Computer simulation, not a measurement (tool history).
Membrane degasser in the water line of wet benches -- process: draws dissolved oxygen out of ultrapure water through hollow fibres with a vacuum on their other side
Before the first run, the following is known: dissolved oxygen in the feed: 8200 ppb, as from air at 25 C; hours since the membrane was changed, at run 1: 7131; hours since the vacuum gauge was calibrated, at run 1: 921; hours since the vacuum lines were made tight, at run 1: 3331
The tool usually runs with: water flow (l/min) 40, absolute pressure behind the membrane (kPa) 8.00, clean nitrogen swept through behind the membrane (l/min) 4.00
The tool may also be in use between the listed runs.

run,hour,water flow (l/min),absolute pressure behind the membrane (kPa),clean nitrogen swept through behind the membrane (l/min),hours since the membrane was changed,hours since the vacuum gauge was calibrated,hours since the vacuum lines were made tight,dissolved oxygen in the water behind the degasser (ppb),pressure that the water loses in the fibres (kPa)
1,0.0,40,8.00,4.00,7131,921,3331,120.5,67.46
2,166.2,40,8.00,4.00,7297,1087,3497,120.4,67.71
3,325.1,40,8.00,1.89,7456,1246,3656,224.2,68.02
4,454.5,40,8.00,1.89,7586,1375,3786,227.1,68.15
5,567.3,40,8.00,4.93,7698,1488,3898,99.2,67.77
6,715.9,40,8.00,4.00,7847,1637,4047,119.6,67.51
7,904.0,50,8.00,4.00,8035,1825,4235,154.0,85.07
8,1070.0,50,5.53,4.00,8201,1991,4401,88.5,85.14
9,1170.6,50,5.53,4.00,8302,2091,4502,86.5,84.92
10,1327.9,50,5.53,4.00,8459,2248,4659,86.0,84.87
11,1452.5,50,5.53,4.00,8583,2373,4784,86.4,84.70
12,1591.5,50,5.53,4.00,8723,2512,4923,86.0,84.70
13,1734.5,50,5.53,4.00,8865,2655,5066,86.0,85.25
14,1882.5,53,8.00,4.00,9014,2803,5214,167.7,90.21
15,2054.3,53,8.00,4.00,9185,2975,5385,169.2,90.19
16,2223.3,53,8.00,4.00,9354,3144,5554,169.6,90.13
17,2338.4,53,8.00,4.00,9469,3259,5670,166.6,89.96
18,2521.0,27,8.00,4.00,9652,3442,5852,78.6,45.88
19,2679.8,40,8.00,3.16,9811,3600,6011,146.6,67.85
20,2851.5,26,8.00,6.57,9982,3772,6183,47.1,44.61
21,3000.1,26,8.00,6.57,10131,3921,6331,47.6,44.48
22,3161.8,26,8.00,6.57,10293,4082,6493,46.8,44.69
23,3291.7,34,6.43,6.57,10423,4212,6623,44.1,57.88
24,3463.8,51,8.00,3.30,10595,4384,6795,185.1,87.55
25,3552.6,25,13.01,6.29,10684,4473,6884,95.9,42.92
26,3678.1,25,15.60,1.69,10809,4599,7009,406.5,42.83
27,3776.0,25,15.60,1.69,10907,4697,7107,402.5,42.73
28,3906.4,40,17.20,4.00,11037,4827,7238,333.7,69.19
29,4013.8,51,8.63,4.00,11145,4934,7345,179.5,88.03
30,4209.9,51,8.63,4.00,11341,5130,7541,176.6,87.50
31,4352.0,25,6.41,7.17,11483,5273,7683,28.5,42.92
32,4469.2,39,8.00,4.00,11600,5390,7800,117.3,67.45

Table of differences, measured result less the result of that run with no hidden state. Run-to-run variation is the same in both. Gauge scatter possibly is not:
The tool's hidden condition here consists of: membrane still open, %; true pressure behind the membrane over the reading, kPa; air that leaks in behind the membrane, l/min; drift of the gauge itself on oxygen_ppb, %; drift of the gauge itself on loss_of_pressure_kpa, %.
run,pressure that the water loses in the fibres (kPa)
1,+0.03
2,+0.08
3,+0.11
4,+0.15
5,+0.18
6,+0.22
7,+0.34
8,+0.40
9,+0.43
10,+0.48
11,+0.51
12,+0.56
13,+0.62
14,+0.70
15,+0.77
16,+0.82
17,+0.86
18,+0.47
19,+0.74
20,+0.51
21,+0.54
22,+0.56
23,+0.77
24,+1.22
25,+0.62
26,+0.64
27,+0.65
28,+1.07
29,+1.41
30,+1.46
31,+0.74
32,+1.19
dissolved oxygen in the water behind the degasser (ppb): differs from the measured result by no more than 0.2 in any run.
